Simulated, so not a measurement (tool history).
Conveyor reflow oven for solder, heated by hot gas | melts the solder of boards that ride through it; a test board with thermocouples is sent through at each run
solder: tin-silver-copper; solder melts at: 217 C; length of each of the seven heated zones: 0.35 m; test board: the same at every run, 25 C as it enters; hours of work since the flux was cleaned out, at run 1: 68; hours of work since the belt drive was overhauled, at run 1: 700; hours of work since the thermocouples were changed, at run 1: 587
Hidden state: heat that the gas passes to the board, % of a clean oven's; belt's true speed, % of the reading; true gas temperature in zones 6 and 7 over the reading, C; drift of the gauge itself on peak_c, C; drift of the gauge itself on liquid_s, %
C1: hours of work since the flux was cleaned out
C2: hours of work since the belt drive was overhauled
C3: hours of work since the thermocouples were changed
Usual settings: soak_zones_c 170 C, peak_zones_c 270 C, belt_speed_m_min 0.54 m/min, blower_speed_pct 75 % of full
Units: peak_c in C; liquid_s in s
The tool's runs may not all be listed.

{"run": 1, "hour": 0.0, "soak_zones_c": 170, "peak_zones_c": 270, "belt_speed_m_min": 0.54, "blower_speed_pct": 75, "C1": 68, "C2": 700, "C3": 587, "peak_c": 252.7, "liquid_s": 55.6}
{"run": 2, "hour": 19.7, "soak_zones_c": 170, "peak_zones_c": 270, "belt_speed_m_min": 0.54, "blower_speed_pct": 75, "C1": 77, "C2": 710, "C3": 597, "peak_c": 252.3, "liquid_s": 54.7}
{"run": 3, "hour": 51.3, "soak_zones_c": 170, "peak_zones_c": 270, "belt_speed_m_min": 0.524, "blower_speed_pct": 75, "C1": 93, "C2": 725, "C3": 612, "peak_c": 253.3, "liquid_s": 59.8}
{"run": 4, "hour": 81.9, "soak_zones_c": 170, "peak_zones_c": 270, "belt_speed_m_min": 0.54, "blower_speed_pct": 75, "C1": 108, "C2": 741, "C3": 628, "peak_c": 251.4, "liquid_s": 56.5}
{"run": 5, "hour": 96.3, "soak_zones_c": 170, "peak_zones_c": 270, "belt_speed_m_min": 0.624, "blower_speed_pct": 75, "C1": 116, "C2": 748, "C3": 635, "peak_c": 246.5, "liquid_s": 42.8}
{"run": 6, "hour": 116.2, "soak_zones_c": 170, "peak_zones_c": 270, "belt_speed_m_min": 0.54, "blower_speed_pct": 75, "C1": 126, "C2": 758, "C3": 645, "peak_c": 251.8, "liquid_s": 57}
{"run": 7, "hour": 133.7, "soak_zones_c": 170, "peak_zones_c": 270, "belt_speed_m_min": 0.54, "blower_speed_pct": 75, "C1": 134, "C2": 766, "C3": 653, "peak_c": 252.9, "liquid_s": 57.8}
{"run": 8, "hour": 149.2, "soak_zones_c": 170, "peak_zones_c": 270, "belt_speed_m_min": 0.54, "blower_speed_pct": 75, "C1": 142, "C2": 774, "C3": 661, "peak_c": 250.7, "liquid_s": 56.7}
{"run": 9, "hour": 163.4, "soak_zones_c": 170, "peak_zones_c": 270, "belt_speed_m_min": 0.54, "blower_speed_pct": 75, "C1": 149, "C2": 781, "C3": 668, "peak_c": 252.3, "liquid_s": 56.1}
{"run": 10, "hour": 187.5, "soak_zones_c": 170, "peak_zones_c": 266, "belt_speed_m_min": 0.54, "blower_speed_pct": 75, "C1": 161, "C2": 793, "C3": 680, "peak_c": 249.2, "liquid_s": 54.7}
{"run": 11, "hour": 220.0, "soak_zones_c": 170, "peak_zones_c": 266, "belt_speed_m_min": 0.54, "blower_speed_pct": 75, "C1": 177, "C2": 809, "C3": 696, "peak_c": 248.2, "liquid_s": 53}
{"run": 12, "hour": 250.1, "soak_zones_c": 170, "peak_zones_c": 270, "belt_speed_m_min": 0.54, "blower_speed_pct": 75, "C1": 192, "C2": 824, "C3": 711, "peak_c": 252.6, "liquid_s": 55.6}
{"run": 13, "hour": 271.4, "soak_zones_c": 170, "peak_zones_c": 270, "belt_speed_m_min": 0.54, "blower_speed_pct": 75, "C1": 203, "C2": 835, "C3": 722, "peak_c": 252.8, "liquid_s": 56.2}
{"run": 14, "hour": 286.9, "soak_zones_c": 170, "peak_zones_c": 270, "belt_speed_m_min": 0.54, "blower_speed_pct": 75, "C1": 211, "C2": 843, "C3": 730, "peak_c": 252.2, "liquid_s": 57.3}
{"run": 15, "hour": 316.6, "soak_zones_c": 170, "peak_zones_c": 270, "belt_speed_m_min": 0.54, "blower_speed_pct": 75, "C1": 225, "C2": 857, "C3": 744, "peak_c": 253, "liquid_s": 57}
{"run": 16, "hour": 346.3, "soak_zones_c": 170, "peak_zones_c": 270, "belt_speed_m_min": 0.54, "blower_speed_pct": 75, "C1": 240, "C2": 872, "C3": 759, "peak_c": 252.5, "liquid_s": 55.6}
{"run": 17, "hour": 378.2, "soak_zones_c": 170, "peak_zones_c": 277, "belt_speed_m_min": 0.631, "blower_speed_pct": 75, "C1": 256, "C2": 888, "C3": 775, "peak_c": 252.3, "liquid_s": 46.3}
{"run": 18, "hour": 394.0, "soak_zones_c": 170, "peak_zones_c": 270, "belt_speed_m_min": 0.54, "blower_speed_pct": 65, "C1": 264, "C2": 896, "C3": 783, "peak_c": 250.3, "liquid_s": 53.1}
{"run": 19, "hour": 416.2, "soak_zones_c": 170, "peak_zones_c": 261, "belt_speed_m_min": 0.595, "blower_speed_pct": 56, "C1": 275, "C2": 907, "C3": 794, "peak_c": 236.1, "liquid_s": 34.8}
{"run": 20, "hour": 442.6, "soak_zones_c": 170, "peak_zones_c": 261, "belt_speed_m_min": 0.595, "blower_speed_pct": 56, "C1": 288, "C2": 920, "C3": 807, "peak_c": 235.4, "liquid_s": 33.9}
{"run": 21, "hour": 471.0, "soak_zones_c": 172, "peak_zones_c": 262, "belt_speed_m_min": 0.435, "blower_speed_pct": 76, "C1": 302, "C2": 934, "C3": 821, "peak_c": 251.6, "liquid_s": 74.2}
{"hour": 481.4, "done": "belt drive overhauled, speed set with a stopwatch"}
{"run": 22, "hour": 500.2, "soak_zones_c": 170, "peak_zones_c": 276, "belt_speed_m_min": 0.474, "blower_speed_pct": 75, "C1": 315, "C2": 9, "C3": 834, "peak_c": 261.6, "liquid_s": 71.7}
{"run": 23, "hour": 520.2, "soak_zones_c": 170, "peak_zones_c": 276, "belt_speed_m_min": 0.474, "blower_speed_pct": 75, "C1": 325, "C2": 19, "C3": 844, "peak_c": 261.2, "liquid_s": 71.8}
{"run": 24, "hour": 551.5, "soak_zones_c": 173, "peak_zones_c": 276, "belt_speed_m_min": 0.474, "blower_speed_pct": 75, "C1": 340, "C2": 35, "C3": 859, "peak_c": 262.4, "liquid_s": 73.4}
{"run": 25, "hour": 575.1, "soak_zones_c": 173, "peak_zones_c": 276, "belt_speed_m_min": 0.474, "blower_speed_pct": 75, "C1": 352, "C2": 47, "C3": 871, "peak_c": 262.2, "liquid_s": 74.7}
{"run": 26, "hour": 593.6, "soak_zones_c": 173, "peak_zones_c": 276, "belt_speed_m_min": 0.474, "blower_speed_pct": 75, "C1": 361, "C2": 56, "C3": 880, "peak_c": 261.8, "liquid_s": 72.3}
{"run": 27, "hour": 618.0, "soak_zones_c": 173, "peak_zones_c": 268, "belt_speed_m_min": 0.453, "blower_speed_pct": 75, "C1": 373, "C2": 68, "C3": 893, "peak_c": 256.8, "liquid_s": 72.4}
{"hour": 642.8, "done": "flux residue cleaned out of gas plates and filters"}
{"run": 28, "hour": 647.9, "soak_zones_c": 178, "peak_zones_c": 270, "belt_speed_m_min": 0.54, "blower_speed_pct": 75, "C1": 3, "C2": 80, "C3": 905, "peak_c": 253.6, "liquid_s": 59.6}
{"run": 29, "hour": 675.2, "soak_zones_c": 170, "peak_zones_c": 270, "belt_speed_m_min": 0.592, "blower_speed_pct": 62, "C1": 16, "C2": 94, "C3": 919, "peak_c": 245.5, "liquid_s": 44.3}
{"run": 30, "hour": 702.5, "soak_zones_c": 170, "peak_zones_c": 270, "belt_speed_m_min": 0.592, "blower_speed_pct": 62, "C1": 30, "C2": 108, "C3": 932, "peak_c": 244.3, "liquid_s": 44.7}

3 ways to go on from here, each from the tool as it stands after run 30. What would each give?
{"run": "A", "hour": 731.7, "soak_zones_c": 170, "peak_zones_c": 270, "belt_speed_m_min": 0.54, "blower_speed_pct": 81, "C1": 44, "C2": 122, "C3": 947, "peak_c": "?", "liquid_s": "?"}
{"run": "B", "hour": 731.7, "soak_zones_c": 170, "peak_zones_c": 270, "belt_speed_m_min": 0.462, "blower_speed_pct": 62, "C1": 44, "C2": 122, "C3": 947, "peak_c": "?", "liquid_s": "?"}
{"run": "C", "hour": 731.7, "soak_zones_c": 162, "peak_zones_c": 270, "belt_speed_m_min": 0.592, "blower_speed_pct": 62, "C1": 44, "C2": 122, "C3": 947, "peak_c": "?", "liquid_s": "?"}

run=A peak_c=253.6 liquid_s=55.7
run=B peak_c=254.6 liquid_s=69.4
run=C peak_c=242.8 liquid_s=38.9
Without the tool's hidden state the same runs would have given:
run=A peak_c=253.7 liquid_s=55.8
run=B peak_c=254.7 liquid_s=69.5
run=C peak_c=243 liquid_s=39
